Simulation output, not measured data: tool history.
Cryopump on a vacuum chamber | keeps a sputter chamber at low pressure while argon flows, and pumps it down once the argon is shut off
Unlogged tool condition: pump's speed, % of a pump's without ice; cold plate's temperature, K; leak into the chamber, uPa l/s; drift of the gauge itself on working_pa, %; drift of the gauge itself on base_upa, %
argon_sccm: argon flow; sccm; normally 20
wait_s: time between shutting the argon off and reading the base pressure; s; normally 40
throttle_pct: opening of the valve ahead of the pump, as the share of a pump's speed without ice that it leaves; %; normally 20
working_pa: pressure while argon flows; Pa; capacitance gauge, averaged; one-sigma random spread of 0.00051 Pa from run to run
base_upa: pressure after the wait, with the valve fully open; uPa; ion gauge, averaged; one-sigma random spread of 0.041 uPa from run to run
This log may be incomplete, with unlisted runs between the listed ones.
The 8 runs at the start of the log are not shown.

run	hour	argon_sccm	wait_s	throttle_pct	hours of work since the pump was warmed up and emptied	hours of work since the cold head was overhauled	hours of work since the chamber's fittings were tightened	working_pa	base_upa
9	195.1	20	40	20	415	898	443	0.1275	2.92
10	223.9	20	40	20	436	920	464	0.1285	2.89
11	241.2	20	40	20	449	932	477	0.1296	2.93
# hour 268.3: pump warmed up, emptied and cooled again
12	276.4	20	40	20	6	955	500	0.1226	2.79
13	304.8	9	40	20	27	976	521	0.0555	2.84
14	324.2	9	40	20	41	990	535	0.0550	2.87
15	345.3	20	40	20	57	1006	551	0.1234	2.78
16	374.9	24	40	20	79	1027	572	0.1473	2.84
17	406.8	24	40	20	102	1051	596	0.1487	2.90
18	425.7	24	40	20	116	1065	610	0.1493	2.94

What does the tool deliver on the next run?
19	454.4	20	39	26	137	1086	631	?	?

{"run 19": {"working_pa": 0.0956, "base_upa": 2.94}}
With no hidden state in the tool, this same run would have given working_pa 0.0935 Pa, base_upa 2.43 uPa.

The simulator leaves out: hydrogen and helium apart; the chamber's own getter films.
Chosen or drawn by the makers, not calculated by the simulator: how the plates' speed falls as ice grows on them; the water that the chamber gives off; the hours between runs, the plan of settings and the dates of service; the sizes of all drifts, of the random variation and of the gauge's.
